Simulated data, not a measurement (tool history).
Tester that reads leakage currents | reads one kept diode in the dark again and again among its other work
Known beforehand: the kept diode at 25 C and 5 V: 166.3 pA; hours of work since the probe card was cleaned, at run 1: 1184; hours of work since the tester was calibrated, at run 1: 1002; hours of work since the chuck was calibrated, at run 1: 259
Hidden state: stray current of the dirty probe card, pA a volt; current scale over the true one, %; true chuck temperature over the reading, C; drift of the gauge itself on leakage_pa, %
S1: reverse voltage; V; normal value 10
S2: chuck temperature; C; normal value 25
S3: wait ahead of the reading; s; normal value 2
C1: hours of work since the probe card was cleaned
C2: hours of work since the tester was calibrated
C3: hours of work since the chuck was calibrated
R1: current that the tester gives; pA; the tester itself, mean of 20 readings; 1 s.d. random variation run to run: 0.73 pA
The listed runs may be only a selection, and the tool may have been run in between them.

run    hour    S1  S2    S3    C1    C2    C3       R1
  1       0    10  25     2  1184  1002   259   247.68
  2    42.3    10  25     2  1206  1024   281   249.27
  3    82.8    10  25     2  1228  1046   302   247.26
  4     142    10  25  2.25  1259  1077   334   249.48
  5   203.4    10  25  2.25  1291  1109   366   250.23
  6   241.8    10  25  2.25  1312  1130   386   250.72
  7   269.2    10  25  2.25  1326  1144   401   249.57
  8   311.4    10  25  2.25  1348  1166   423    251.1
  9   341.9    10  25  2.25  1365  1183   439   251.77
 10   401.8    10  25  2.25  1396  1214   471   251.96
 11   442.4    10  25  2.25  1418  1236   492   251.11
 12   468.9    10  25  3.31  1432  1250   506   253.59
 13   504.9    10  25     2  1451  1269   525    251.9
 14   551.6    10  27     2  1475  1293   550   293.87
 15     615    10  24     2  1509  1327   584    236.6
 16   641.9    10  24     2  1523  1341   598   236.25
      651.8  -- probe card cleaned and baked
 17   709.1    10  53     2    30  1375   632  1723.37
 18   760.8    10  53     2    58  1402   659  1734.17
 19   792.8    10  53     2    75  1419   676  1732.02
 20     852    10  53     2   106  1451   707  1728.75
 21     884   1.6  33  5.99   123  1467   724   166.46
 22   915.9   1.6  33  5.99   140  1484   741   166.94
 23   968.8  15.2  21     2   168  1512   769      232
 24   998.4    10  25  4.09   183  1528   785    250.7
 25  1028.5    10  25  4.09   199  1544   801   251.34
 26  1080.4  15.7  41  0.31   227  1571   828  1019.14
 27  1113.1  17.1  41  0.45   244  1589   845  1063.16
 28  1158.9  17.1  41  0.45   268  1613   870  1056.09
 29  1203.3    10  56     2   291  1636   893  2105.49
 30  1257.3    10  56     2   320  1665   922  2115.91
 31  1291.7    10  56     2   338  1683   940  2119.67
 32  1332.1    10  56     2   360  1704   961  2123.71
 33  1379.2    10  56     2   384  1729   986  2122.79
 34  1427.4   3.1  43  6.84   410  1755  1011   485.54
 35  1473.9    10  38  0.34   434  1779  1036   652.77
 36  1513.3   6.5  20  0.34   455  1800  1057   138.56
 37  1558.3   6.2  44  4.47   479  1824  1081   761.33
 38  1602.2   4.2  37  4.47   502  1847  1104   380.52
 39  1632.6  17.9  36  3.18   518  1863  1120   780.92

Across each entry between runs, compare the hidden state at the last listed run before it with the hidden state at the first listed run after it:
Run 16 -> run 17: probe card cleaned and baked (hour 651.8)
  stray current of the dirty probe card, pA a volt: 0.669 -> 0.043; current scale over the true one, %: -0.32 -> -0.33; true chuck temperature over the reading, C: 0.3 -> 0.33
  measured minus no-state result, R1: +11 -> +29.96 pA
